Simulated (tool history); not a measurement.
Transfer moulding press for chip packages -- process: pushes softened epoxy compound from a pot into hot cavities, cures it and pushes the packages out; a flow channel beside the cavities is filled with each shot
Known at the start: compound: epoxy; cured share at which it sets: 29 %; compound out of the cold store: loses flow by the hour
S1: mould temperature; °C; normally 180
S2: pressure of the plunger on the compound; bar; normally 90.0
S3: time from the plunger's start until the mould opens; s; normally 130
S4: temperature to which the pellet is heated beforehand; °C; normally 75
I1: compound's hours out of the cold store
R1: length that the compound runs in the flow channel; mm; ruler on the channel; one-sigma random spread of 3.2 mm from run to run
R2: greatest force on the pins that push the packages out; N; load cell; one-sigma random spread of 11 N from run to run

run   hour   S1    S2   S3  S4    I1   R1    R2
  1    0.0  180  90.0  130  75   9.9  812   771
  2   16.0  180  90.0  130  75  43.5  654   712
      20.1  -- cavities cleaned with cleaning compound and waxed
  3   33.7  176  90.0  130  75  10.1  823  1063
  4   42.7  176  90.0  130  75  42.8  671   974
  5   58.2  176  90.0  130  75  45.4  653   935
  6   66.9  176  90.0  130  75  30.2  724  1045
  7   76.2  180  90.0  130  75  15.6  773   875
  8   83.4  183  90.0  114  75  41.8  649   839
  9   92.1  178  96.2  145  73  29.8  742   807
 10  103.4  182  90.0  116  75  17.3  765   904
     110.0  -- cavities cleaned with cleaning compound and waxed, once more
 11  112.9  173  90.0  122  75   8.9  840   975
 12  123.1  186  82.6  155  81  15.8  721   475
 13  137.5  186  82.6  155  81  15.6  722   529
 14  146.7  186  82.6  155  81  35.2  637   533

Predict each of these 3 candidate next runs independently; none follows another, all start after run 14:
  A  159.5  181  90.0  130  75  24.5   ?   ?
  B  159.5  172  68.3  130  75  21.4   ?   ?
  C  159.5  181  90.3  130  75  11.7   ?   ?

run   R1    R2
  A  726   645
  B  680  1068
  C  792   657
The same runs, with their run-to-run variation unchanged, on a tool lacking any hidden condition would have given:
run   R1   R2
  A  744  504
  B  697  824
  C  812  515
